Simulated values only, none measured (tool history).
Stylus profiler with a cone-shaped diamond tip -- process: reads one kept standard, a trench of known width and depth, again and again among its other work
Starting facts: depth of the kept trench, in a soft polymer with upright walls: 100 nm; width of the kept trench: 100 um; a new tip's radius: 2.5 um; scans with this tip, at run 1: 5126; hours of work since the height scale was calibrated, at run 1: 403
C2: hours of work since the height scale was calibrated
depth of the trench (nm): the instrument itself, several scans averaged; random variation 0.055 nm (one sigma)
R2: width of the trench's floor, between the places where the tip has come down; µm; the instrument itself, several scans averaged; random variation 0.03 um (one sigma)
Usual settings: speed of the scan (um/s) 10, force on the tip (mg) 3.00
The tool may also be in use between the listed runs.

Run 1, hour 0.0: usual settings; scans with this tip 5126; C2 403. Result: depth of the trench (nm) 100.64, R2 98.56 µm.
Run 2, hour 8.2: usual settings; scans with this tip 5205; C2 409. Result: depth of the trench (nm) 100.69, R2 98.49 µm.
Run 3, hour 22.0: usual settings but speed of the scan (um/s) 39; scans with this tip 5339; C2 419. Result: depth of the trench (nm) 100.70, R2 98.41 µm.
Run 4, hour 37.9: usual settings but speed of the scan (um/s) 39; scans with this tip 5492; C2 431. Result: depth of the trench (nm) 100.63, R2 98.38 µm.
Run 5, hour 53.5: usual settings but force on the tip (mg) 2.29; scans with this tip 5642; C2 443. Result: depth of the trench (nm) 100.57, R2 98.56 µm.
Run 6, hour 64.6: usual settings but force on the tip (mg) 2.29; scans with this tip 5750; C2 452. Result: depth of the trench (nm) 100.55, R2 98.44 µm.
Run 7, hour 78.6: usual settings but force on the tip (mg) 2.29; scans with this tip 5885; C2 462. Result: depth of the trench (nm) 100.58, R2 98.59 µm.
Run 8, hour 85.5: usual settings but force on the tip (mg) 2.29; scans with this tip 5951; C2 467. Result: depth of the trench (nm) 100.49, R2 98.52 µm.
Run 9, hour 100.0: usual settings but force on the tip (mg) 2.29; scans with this tip 6091; C2 478. Result: depth of the trench (nm) 100.52, R2 98.52 µm.
Run 10, hour 108.7: usual settings but force on the tip (mg) 2.29; scans with this tip 6175; C2 485. Result: depth of the trench (nm) 100.50, R2 98.51 µm.
Run 11, hour 122.9: usual settings; scans with this tip 6312; C2 496. Result: depth of the trench (nm) 100.73, R2 98.53 µm.
Run 12, hour 135.2: usual settings; scans with this tip 6431; C2 505. Result: depth of the trench (nm) 100.77, R2 98.55 µm.
Run 13, hour 145.0: usual settings; scans with this tip 6526; C2 513. Result: depth of the trench (nm) 100.75, R2 98.51 µm.
Run 14, hour 156.6: usual settings but speed of the scan (um/s) 2; scans with this tip 6638; C2 521. Result: depth of the trench (nm) 100.58, R2 98.53 µm.
Run 15, hour 167.1: usual settings but speed of the scan (um/s) 2; scans with this tip 6739; C2 529. Result: depth of the trench (nm) 100.74, R2 98.54 µm.
Run 16, hour 177.0: usual settings but speed of the scan (um/s) 6; scans with this tip 6835; C2 537. Result: depth of the trench (nm) 100.71, R2 98.54 µm.
Run 17, hour 190.0: usual settings but speed of the scan (um/s) 6; scans with this tip 6960; C2 547. Result: depth of the trench (nm) 100.74, R2 98.57 µm.
Run 18, hour 201.5: usual settings but speed of the scan (um/s) 6; scans with this tip 7071; C2 555. Result: depth of the trench (nm) 100.71, R2 98.59 µm.
Run 19, hour 208.7: usual settings but speed of the scan (um/s) 6; scans with this tip 7140; C2 561. Result: depth of the trench (nm) 100.71, R2 98.51 µm.
Run 20, hour 218.9: usual settings but speed of the scan (um/s) 6; scans with this tip 7238; C2 568. Result: depth of the trench (nm) 100.63, R2 98.57 µm.
Run 21, hour 229.7: usual settings but speed of the scan (um/s) 18; scans with this tip 7343; C2 577. Result: depth of the trench (nm) 100.69, R2 98.52 µm.
Run 22, hour 245.8: usual settings but speed of the scan (um/s) 18; scans with this tip 7498; C2 589. Result: depth of the trench (nm) 100.76, R2 98.49 µm.
Run 23, hour 257.8: usual settings but speed of the scan (um/s) 18; scans with this tip 7614; C2 598. Result: depth of the trench (nm) 100.72, R2 98.49 µm.
Run 24, hour 268.4: usual settings but speed of the scan (um/s) 18; scans with this tip 7716; C2 606. Result: depth of the trench (nm) 100.66, R2 98.47 µm.
Run 25, hour 276.7: usual settings but speed of the scan (um/s) 18; scans with this tip 7797; C2 612. Result: depth of the trench (nm) 100.86, R2 98.55 µm.
Run 26, hour 292.2: usual settings but speed of the scan (um/s) 28, force on the tip (mg) 1.27; scans with this tip 7946; C2 624. Result: depth of the trench (nm) 100.34, R2 98.38 µm.
Run 27, hour 303.5: usual settings but speed of the scan (um/s) 7, force on the tip (mg) 2.54; scans with this tip 8055; C2 633. Result: depth of the trench (nm) 100.62, R2 98.50 µm.
Run 28, hour 316.2: usual settings but force on the tip (mg) 3.35; scans with this tip 8177; C2 642. Result: depth of the trench (nm) 100.70, R2 98.58 µm.
Run 29, hour 326.5: usual settings but force on the tip (mg) 1.02; scans with this tip 8277; C2 650. Result: depth of the trench (nm) 100.34, R2 98.52 µm.
Run 30, hour 337.5: usual settings but force on the tip (mg) 1.48; scans with this tip 8383; C2 658. Result: depth of the trench (nm) 100.35, R2 98.59 µm.
Run 31, hour 348.7: usual settings but force on the tip (mg) 1.48; scans with this tip 8491; C2 667. Result: depth of the trench (nm) 100.42, R2 98.51 µm.
Run 32, hour 356.3: usual settings but force on the tip (mg) 1.48; scans with this tip 8565; C2 673. Result: depth of the trench (nm) 100.39, R2 98.50 µm.
Run 33, hour 365.9: usual settings but speed of the scan (um/s) 14, force on the tip (mg) 3.31; scans with this tip 8657; C2 680. Result: depth of the trench (nm) 100.76, R2 98.50 µm.
Run 34, hour 379.6: usual settings but speed of the scan (um/s) 3, force on the tip (mg) 1.04; scans with this tip 8790; C2 690. Result: depth of the trench (nm) 100.38, R2 98.53 µm.
Run 35, hour 393.8: usual settings but speed of the scan (um/s) 3, force on the tip (mg) 3.67; scans with this tip 8926; C2 701. Result: depth of the trench (nm) 100.81, R2 98.58 µm.
Run 36, hour 403.6: usual settings but speed of the scan (um/s) 5, force on the tip (mg) 1.96; scans with this tip 9021; C2 708. Result: depth of the trench (nm) 100.49, R2 98.58 µm.
Run 37, hour 415.0: usual settings but speed of the scan (um/s) 6, force on the tip (mg) 1.27; scans with this tip 9131; C2 717. Result: depth of the trench (nm) 100.34, R2 98.50 µm.
Run 38, hour 422.2: usual settings but speed of the scan (um/s) 7, force on the tip (mg) 1.41; scans with this tip 9201; C2 723. Result: depth of the trench (nm) 100.43, R2 98.52 µm.
Run 39, hour 431.2: usual settings but speed of the scan (um/s) 7, force on the tip (mg) 1.41; scans with this tip 9288; C2 729. Result: depth of the trench (nm) 100.44, R2 98.57 µm.
Run 40, hour 442.1: usual settings but speed of the scan (um/s) 5, force on the tip (mg) 1.53; scans with this tip 9393; C2 738. Result: depth of the trench (nm) 100.45, R2 98.56 µm.
Run 41, hour 451.7: usual settings but speed of the scan (um/s) 4, force on the tip (mg) 6.93; scans with this tip 9485; C2 745. Result: depth of the trench (nm) 101.20, R2 98.58 µm.
Run 42, hour 459.2: usual settings but speed of the scan (um/s) 4, force on the tip (mg) 6.93; scans with this tip 9557; C2 751. Result: depth of the trench (nm) 101.25, R2 98.58 µm.
Run 43, hour 469.1: usual settings but speed of the scan (um/s) 4, force on the tip (mg) 6.93; scans with this tip 9653; C2 758. Result: depth of the trench (nm) 101.16, R2 98.60 µm.
Run 44, hour 477.1: usual settings but speed of the scan (um/s) 4, force on the tip (mg) 3.10; scans with this tip 9730; C2 764. Result: depth of the trench (nm) 100.71, R2 98.56 µm.
Run 45, hour 490.9: usual settings but speed of the scan (um/s) 3, force on the tip (mg) 6.41; scans with this tip 9863; C2 775. Result: depth of the trench (nm) 101.12, R2 98.58 µm.
Run 46, hour 506.8: usual settings but speed of the scan (um/s) 21; scans with this tip 10017; C2 787. Result: depth of the trench (nm) 100.64, R2 98.45 µm.
Run 47, hour 520.6: usual settings but speed of the scan (um/s) 2, force on the tip (mg) 4.11; scans with this tip 10150; C2 797. Result: depth of the trench (nm) 100.85, R2 98.52 µm.

Below, each run's measurement less what the same run would have read without the hidden state. Both values contain the same run-to-run variation, but the gauge's scatter may not be the same in both:
What the log doesn't record here: radius of the tip, um; height scale over the true one, %; drift of the gauge itself on depth_nm, %; drift of the gauge itself on floor_um, %.
run     R2
  1  -0.01
  2  -0.01
  3  -0.01
  4  -0.01
  5  -0.01
  6  -0.02
  7  -0.01
  8  -0.02
  9  -0.01
 10  -0.02
 11  -0.01
 12  -0.01
 13  -0.01
 14  -0.02
 15  -0.02
 16  -0.01
 17  -0.01
 18  -0.02
 19  -0.01
 20  -0.01
 21  -0.01
 22  -0.01
 23  -0.01
 24  -0.01
 25  -0.01
 26  -0.02
 27  -0.02
 28  -0.02
 29  -0.02
 30  -0.01
 31  -0.02
 32  -0.02
 33  -0.02
 34  -0.02
 35  -0.02
 36  -0.02
 37  -0.02
 38  -0.02
 39  -0.02
 40  -0.02
 41  -0.02
 42  -0.02
 43  -0.02
 44  -0.02
 45  -0.02
 46  -0.02
 47  -0.03
depth of the trench (nm) without the hidden state stays within 0.02 of what was measured, in all runs.
